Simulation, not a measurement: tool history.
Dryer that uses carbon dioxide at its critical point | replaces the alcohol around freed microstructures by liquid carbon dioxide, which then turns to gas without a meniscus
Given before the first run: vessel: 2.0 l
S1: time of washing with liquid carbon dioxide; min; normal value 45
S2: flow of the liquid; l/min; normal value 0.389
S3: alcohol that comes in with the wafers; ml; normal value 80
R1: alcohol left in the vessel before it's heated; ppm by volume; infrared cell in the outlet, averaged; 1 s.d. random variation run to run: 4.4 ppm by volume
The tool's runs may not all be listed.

run    day  S1     S2   S3   R1
  1      0  45  0.389   80   24
  2  0.183  45  0.603   80   19
  3  0.571  45  0.389   80   22
  4  0.742  45  0.305   80  101
  5  1.104  45  0.389   80   29
  6  1.442  45  0.389   80   30
  7  1.654  68  0.389   80   24
  8  1.975  68  0.389   80   24
  9  2.246  68  0.389   80   13
 10  2.629  64  0.389  115   17
 11  2.817  64  0.389  115   23
 12  3.083  64  0.389  115   19
 13  3.375  64   0.32   47   14
 14  3.708  65  0.389  109   12

Run 15 is up next; what results do you expect?
 15  3.888  65  0.249  51   ?

Logged for run 15: R1 49 ppm by volume.
The same run, on a tool lacking any hidden state, would have yielded R1 27 ppm by volume.
